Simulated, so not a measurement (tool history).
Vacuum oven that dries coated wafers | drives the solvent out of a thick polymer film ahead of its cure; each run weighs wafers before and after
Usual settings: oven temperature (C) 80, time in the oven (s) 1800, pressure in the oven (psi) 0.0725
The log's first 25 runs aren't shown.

At day 49.233: oven's thermocouples calibrated.
Run 26, day 50.979: usual settings but oven temperature (C) 67, time in the oven (s) 960, pressure in the oven (psi) 0.0921. Result: solvent left in the film (%) 9.87.
Run 27, day 52.954: usual settings but oven temperature (C) 78, time in the oven (s) 1860, pressure in the oven (psi) 0.0796. Result: solvent left in the film (%) 3.40.
At day 55.017: oven's thermocouples calibrated, once more.
Run 28, day 55.596: usual settings but oven temperature (C) 73, time in the oven (s) 1860, pressure in the oven (psi) 0.1298. Result: solvent left in the film (%) 7.02.
Run 29, day 56.812: usual settings but time in the oven (s) 1140, pressure in the oven (psi) 0.2708. Result: solvent left in the film (%) 7.68.
Run 30, day 59.396: usual settings but oven temperature (C) 75, time in the oven (s) 1080. Result: solvent left in the film (%) 7.89.
Run 31, day 61.721: usual settings but oven temperature (C) 75, time in the oven (s) 1080. Result: solvent left in the film (%) 8.01.
Run 32, day 63.800: usual settings but oven temperature (C) 75, time in the oven (s) 1080. Result: solvent left in the film (%) 8.05.
At day 64.300: vacuum gauge cleaned of residue and calibrated.
Run 33, day 66.017: usual settings but oven temperature (C) 93, time in the oven (s) 1740, pressure in the oven (psi) 0.1761. Result: solvent left in the film (%) 1.56.
Run 34, day 68.379: usual settings but oven temperature (C) 72, time in the oven (s) 2940. Result: solvent left in the film (%) 3.78.
Run 35, day 70.062: usual settings but oven temperature (C) 70, time in the oven (s) 1980, pressure in the oven (psi) 0.0379. Result: solvent left in the film (%) 5.72.
Run 36, day 71.854: usual settings but time in the oven (s) 2520. Result: solvent left in the film (%) 2.13.
Run 37, day 73.283: usual settings but time in the oven (s) 2520. Result: solvent left in the film (%) 2.15.
Run 38, day 74.779: usual settings but time in the oven (s) 2520. Result: solvent left in the film (%) 2.27.
Run 39, day 77.317: usual settings but oven temperature (C) 67, pressure in the oven (psi) 0.0532. Result: solvent left in the film (%) 7.50.
Run 40, day 78.892: usual settings but oven temperature (C) 85, time in the oven (s) 2760. Result: solvent left in the film (%) 1.22.
Run 41, day 81.358: usual settings but time in the oven (s) 2880, pressure in the oven (psi) 0.0818. Result: solvent left in the film (%) 1.84.
Run 42, day 83.017: usual settings but time in the oven (s) 2880, pressure in the oven (psi) 0.0818. Result: solvent left in the film (%) 1.91.
Run 43, day 85.158: usual settings but oven temperature (C) 90, time in the oven (s) 960, pressure in the oven (psi) 0.1421. Result: solvent left in the film (%) 3.39.
Run 44, day 86.954: usual settings but time in the oven (s) 1860, pressure in the oven (psi) 0.2012. Result: solvent left in the film (%) 4.32.

Forecast each of these 4 alternatives for the next run:
Run A, day 88.200: usual settings but oven temperature (C) 68, time in the oven (s) 1080, pressure in the oven (psi) 0.0400. Result: solvent left in the film (%) ?.
Run B, day 88.200: usual settings but oven temperature (C) 66, time in the oven (s) 1860, pressure in the oven (psi) 0.2012. Result: solvent left in the film (%) ?.
Run C, day 88.200: usual settings but oven temperature (C) 95, time in the oven (s) 2520, pressure in the oven (psi) 0.0395. Result: solvent left in the film (%) ?.
Run D, day 88.200: usual settings but oven temperature (C) 83. Result: solvent left in the film (%) ?.

run  solvent left in the film (%)
  A                          9.00
  B                          9.41
  C                          0.42
  D                          2.52
Without the tool's hidden state the same runs would have given:
run  solvent left in the film (%)
  A                          9.13
  B                          9.57
  C                          0.32
  D                          2.62

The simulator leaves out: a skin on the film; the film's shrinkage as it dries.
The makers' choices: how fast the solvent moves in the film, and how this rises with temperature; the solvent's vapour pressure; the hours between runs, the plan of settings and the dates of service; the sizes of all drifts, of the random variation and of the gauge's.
